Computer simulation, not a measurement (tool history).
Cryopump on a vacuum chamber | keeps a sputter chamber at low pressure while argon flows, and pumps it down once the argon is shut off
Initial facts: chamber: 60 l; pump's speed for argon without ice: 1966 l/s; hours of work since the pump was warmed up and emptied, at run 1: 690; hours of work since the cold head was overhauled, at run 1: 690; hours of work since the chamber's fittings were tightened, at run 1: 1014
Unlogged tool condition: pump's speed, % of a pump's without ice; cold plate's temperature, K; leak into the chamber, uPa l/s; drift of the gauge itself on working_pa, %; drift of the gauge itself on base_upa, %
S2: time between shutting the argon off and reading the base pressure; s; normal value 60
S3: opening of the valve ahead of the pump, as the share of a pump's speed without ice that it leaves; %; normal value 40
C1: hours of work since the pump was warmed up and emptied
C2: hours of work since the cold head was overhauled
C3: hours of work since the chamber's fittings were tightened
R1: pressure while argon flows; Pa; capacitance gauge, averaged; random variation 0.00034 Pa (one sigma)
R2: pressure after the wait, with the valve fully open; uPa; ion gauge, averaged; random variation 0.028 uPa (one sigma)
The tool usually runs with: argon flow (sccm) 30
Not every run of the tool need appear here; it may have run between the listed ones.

run 1 day=0 | argon_flow_(sccm)=30 S2=60 S3=40 | C1=690 C2=690 C3=1014 | R1=0.0681 R2=2.08
run 2 day=0.767 | argon_flow_(sccm)=30 S2=56 S3=40 | C1=699 C2=699 C3=1023 | R1=0.0678 R2=2.18
run 3 day=2.108 | argon_flow_(sccm)=30 S2=56 S3=40 | C1=714 C2=714 C3=1038 | R1=0.0681 R2=2.11
run 4 day=2.946 | argon_flow_(sccm)=30 S2=60 S3=40 | C1=724 C2=724 C3=1048 | R1=0.0674 R2=2.08
run 5 day=3.592 | argon_flow_(sccm)=30 S2=60 S3=40 | C1=731 C2=731 C3=1055 | R1=0.068 R2=2.11
run 6 day=4.404 | argon_flow_(sccm)=30 S2=60 S3=40 | C1=741 C2=741 C3=1065 | R1=0.0684 R2=2.11
run 7 day=5.079 | argon_flow_(sccm)=30 S2=60 S3=40 | C1=748 C2=748 C3=1072 | R1=0.0674 R2=2.14
run 8 day=6.421 | argon_flow_(sccm)=30 S2=60 S3=27 | C1=764 C2=764 C3=1088 | R1=0.0986 R2=2.12
run 9 day=7.288 | argon_flow_(sccm)=30 S2=60 S3=43 | C1=774 C2=774 C3=1098 | R1=0.0637 R2=2.17
run 10 day=8.125 | argon_flow_(sccm)=30 S2=60 S3=40 | C1=783 C2=783 C3=1108 | R1=0.0688 R2=2.14
run 11 day=9.071 | argon_flow_(sccm)=30 S2=60 S3=40 | C1=794 C2=794 C3=1119 | R1=0.0682 R2=2.16
run 12 day=9.754 | argon_flow_(sccm)=30 S2=60 S3=40 | C1=802 C2=802 C3=1126 | R1=0.0683 R2=2.18
run 13 day=10.388 | argon_flow_(sccm)=30 S2=60 S3=40 | C1=810 C2=810 C3=1134 | R1=0.0681 R2=2.15
run 14 day=11.275 | argon_flow_(sccm)=25 S2=60 S3=40 | C1=820 C2=820 C3=1144 | R1=0.0568 R2=2.24
run 15 day=12.112 | argon_flow_(sccm)=25 S2=131 S3=19 | C1=829 C2=829 C3=1154 | R1=0.116 R2=1.57
run 16 day=12.788 | argon_flow_(sccm)=25 S2=131 S3=19 | C1=837 C2=837 C3=1161 | R1=0.1162 R2=1.55
run 17 day=13.746 | argon_flow_(sccm)=30 S2=131 S3=58 | C1=848 C2=848 C3=1172 | R1=0.0489 R2=1.58
run 18 day=14.458 | argon_flow_(sccm)=30 S2=131 S3=58 | C1=857 C2=857 C3=1181 | R1=0.0492 R2=1.61
run 19 day=16.025 | argon_flow_(sccm)=30 S2=60 S3=58 | C1=875 C2=875 C3=1199 | R1=0.0487 R2=2.31
run 20 day=17.092 | argon_flow_(sccm)=30 S2=60 S3=58 | C1=887 C2=887 C3=1211 | R1=0.0486 R2=2.27
run 21 day=18.608 | argon_flow_(sccm)=34 S2=23 S3=58 | C1=904 C2=904 C3=1229 | R1=0.0557 R2=4.29
run 22 day=20.079 | argon_flow_(sccm)=18 S2=231 S3=16 | C1=921 C2=921 C3=1246 | R1=0.0997 R2=1.44
run 23 day=20.879 | argon_flow_(sccm)=16 S2=22 S3=40 | C1=931 C2=931 C3=1255 | R1=0.0375 R2=4.34
run 24 day=21.692 | argon_flow_(sccm)=16 S2=22 S3=40 | C1=940 C2=940 C3=1264 | R1=0.0363 R2=4.25

What if the next run were any one of these 3? Each begins from the tool's condition after run 24:
run A day=23.008 | argon_flow_(sccm)=30 S2=102 S3=40 | C1=955 C2=955 C3=1279 | R1=? R2=?
run B day=23.008 | argon_flow_(sccm)=30 S2=63 S3=40 | C1=955 C2=955 C3=1279 | R1=? R2=?
run C day=23.008 | argon_flow_(sccm)=16 S2=157 S3=40 | C1=955 C2=955 C3=1279 | R1=? R2=?

run=A R1=0.0693 R2=1.82
run=B R1=0.0696 R2=2.24
run=C R1=0.0373 R2=1.56
What these runs would have given with no unlogged condition in the tool:
run=A R1=0.0647 R2=0.86
run=B R1=0.0649 R2=1.26
run=C R1=0.0348 R2=0.59
